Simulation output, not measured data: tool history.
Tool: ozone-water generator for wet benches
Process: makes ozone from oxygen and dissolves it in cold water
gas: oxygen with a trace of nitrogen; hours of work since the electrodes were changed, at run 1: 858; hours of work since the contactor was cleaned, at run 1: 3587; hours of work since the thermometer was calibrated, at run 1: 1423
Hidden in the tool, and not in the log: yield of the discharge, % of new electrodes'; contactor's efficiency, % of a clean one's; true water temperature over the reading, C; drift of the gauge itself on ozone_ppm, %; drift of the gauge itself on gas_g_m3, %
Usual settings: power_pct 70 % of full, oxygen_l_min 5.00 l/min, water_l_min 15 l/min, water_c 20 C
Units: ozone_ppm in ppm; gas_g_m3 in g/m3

run,hour,power_pct,oxygen_l_min,water_l_min,water_c,hours of work since the electrodes were changed,hours of work since the contactor was cleaned,hours of work since the thermometer was calibrated,ozone_ppm,gas_g_m3
1,0.0,70,5.00,15,20,858,3587,1423,18.6,143.1
2,43.1,70,2.59,15,20,891,3620,1456,20.5,227.0
3,67.6,70,2.59,15,20,910,3639,1475,20.6,229.1
4,88.5,70,2.59,15,20,926,3655,1491,20.9,224.7
5,123.8,70,2.59,15,20,953,3682,1518,20.6,228.0
6,158.6,70,5.00,15,13,979,3708,1544,21.0,143.4
7,201.1,70,5.00,15,13,1012,3741,1577,21.2,142.8
8,234.4,70,5.00,15,20,1037,3766,1602,18.6,141.6
9,272.3,70,5.00,15,20,1066,3795,1631,18.5,142.0
10,306.5,70,5.00,15,20,1092,3821,1657,18.6,141.5
# hour 315.1: contactor cleaned
11,361.3,45,3.74,10,27,1131,35,1696,16.3,129.0
12,391.9,45,3.74,10,27,1154,59,1719,16.1,129.2
13,413.6,76,5.00,15,21,1171,75,1736,19.2,149.5
14,435.1,76,5.00,15,21,1187,92,1752,19.2,150.7
15,472.1,77,7.28,15,26,1215,120,1781,15.6,117.8
16,499.1,77,7.28,15,26,1236,140,1801,15.5,115.8
# hour 537.1: contactor cleaned, once more
17,548.3,79,7.93,12,21,1271,9,1836,19.4,113.4
18,581.9,52,5.00,17,20,1296,34,1861,14.2,117.7
19,610.7,62,5.00,17,22,1318,56,1883,15.5,130.9

Measured less the same run without the tool's hidden state. The same run-to-run variation is in both; the gauge's scatter may not be:
run,ozone_ppm,gas_g_m3
1,-0.6,-1.3
2,-0.6,-2.2
3,-0.7,-2.3
4,-0.6,-2.3
5,-0.7,-2.4
6,-0.7,-1.5
7,-0.7,-1.7
8,-0.7,-1.7
9,-0.7,-1.7
10,-0.7,-1.8
11,-0.6,-1.1
12,-0.6,-1.2
13,-0.9,-2.1
14,-0.9,-2.1
15,-0.8,-1.8
16,-0.8,-1.8
17,-0.5,-1.8
18,-0.3,-1.4
19,-0.4,-1.8

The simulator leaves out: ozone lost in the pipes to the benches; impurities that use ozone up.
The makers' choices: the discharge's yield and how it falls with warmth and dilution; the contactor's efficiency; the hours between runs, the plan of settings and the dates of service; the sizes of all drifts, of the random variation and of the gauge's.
